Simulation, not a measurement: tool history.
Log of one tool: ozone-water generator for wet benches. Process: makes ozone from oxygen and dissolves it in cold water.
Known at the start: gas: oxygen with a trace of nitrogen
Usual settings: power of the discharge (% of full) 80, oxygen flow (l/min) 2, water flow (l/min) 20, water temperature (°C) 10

| run | day | power of the discharge (% of full) | oxygen flow (l/min) | water flow (l/min) | water temperature (°C) | dissolved ozone (ppm) | ozone in the gas ahead of the water (g/m3) |
|---|---|---|---|---|---|---|---|
| 1 | 0 | 80 | 2 | 20 | 10 | 16.4 | 249 |
| 2 | 5.454 | 80 | 2 | 20 | 10 | 16.6 | 249.9 |
| 3 | 11.808 | 80 | 2 | 20 | 10 | 16.2 | 246.8 |
| 4 | 17.554 | 47 | 2 | 20 | 10 | 11.5 | 172.2 |
| 5 | 23.992 | 47 | 2 | 20 | 10 | 11.6 | 172.1 |
| 6 | 27.212 | 47 | 2 | 15 | 10 | 15.1 | 171.9 |
| 7 | 32.238 | 47 | 2 | 15 | 10 | 14.8 | 171.2 |
| 8 | 38.162 | 80 | 2 | 20 | 10 | 16.5 | 246 |
| 9 | 42.575 | 80 | 2 | 20 | 10 | 16.6 | 244.1 |
| 10 | 48.954 | 80 | 2 | 20 | 10 | 16.3 | 242.1 |
|  | 55.725 | gauge calibrated |
| 11 | 55.725 | 80 | 2 | 20 | 10 | 16.7 | 249.6 |
|  | 59.725 | contactor cleaned |
| 12 | 61.833 | 80 | 2 | 20 | 10 | 16.8 | 247.2 |
| 13 | 64.662 | 80 | 2 | 25 | 10 | 13.5 | 249.6 |
| 14 | 67.7 | 80 | 2 | 20 | 11 | 16.7 | 247.4 |
| 15 | 70.504 | 80 | 2 | 20 | 11 | 16.6 | 249.6 |
| 16 | 76.271 | 80 | 2 | 20 | 11 | 16.4 | 248.7 |
| 17 | 79.367 | 80 | 2 | 20 | 10 | 16.5 | 247.7 |
| 18 | 82.958 | 80 | 2 | 20 | 10 | 16.4 | 246 |
| 19 | 86.454 | 52 | 1.51 | 15 | 10 | 15 | 214.4 |
| 20 | 91.629 | 52 | 1.51 | 15 | 10 | 15.3 | 215.8 |
| 21 | 97.038 | 80 | 2 | 27 | 14 | 12.1 | 244 |
| 22 | 99.762 | 55 | 1.9 | 20 | 10 | 12.6 | 194.7 |
| 23 | 103.758 | 75 | 1.86 | 27 | 12 | 11.5 | 243.5 |
| 24 | 108.779 | 75 | 1.86 | 27 | 12 | 11.5 | 243.4 |
| 25 | 115.254 | 80 | 2 | 18 | 8 | 18.4 | 244.5 |
| 26 | 119.746 | 92 | 2 | 18 | 9 | 20.2 | 266 |
| 27 | 124.788 | 60 | 1.52 | 13 | 10 | 18.9 | 231.5 |
| 28 | 130.883 | 80 | 2.47 | 20 | 9 | 17.4 | 211.5 |
| 29 | 137.025 | 80 | 2.03 | 14 | 9 | 23.3 | 239.2 |
| 30 | 141.371 | 80 | 2.5 | 14 | 8 | 24 | 210.8 |
| 31 | 146.712 | 80 | 2.5 | 18 | 5 | 19.8 | 209.3 |
| 32 | 149.762 | 80 | 2.5 | 18 | 5 | 19.9 | 208.6 |
| 33 | 152.85 | 89 | 2.22 | 12 | 10 | 28.5 | 240.1 |

3 ways to go on from here, each from the tool as it stands after run 33. What would each give?
| A | 157.654 | 72 | 2.22 | 18 | 10 | ? | ? |
| B | 157.654 | 41 | 2.22 | 28 | 5 | ? | ? |
| C | 157.654 | 41 | 2.15 | 12 | 7 | ? | ? |

| run | dissolved ozone (ppm) | ozone in the gas ahead of the water (g/m3) |
|---|---|---|
| A | 17.6 | 208.2 |
| B | 8 | 140.9 |
| C | 17.2 | 144.9 |
Without the tool's hidden state the same runs would have given:
| run | dissolved ozone (ppm) | ozone in the gas ahead of the water (g/m3) |
|---|---|---|
| A | 17.7 | 220.1 |
| B | 8 | 148.8 |
| C | 17.2 | 153.1 |
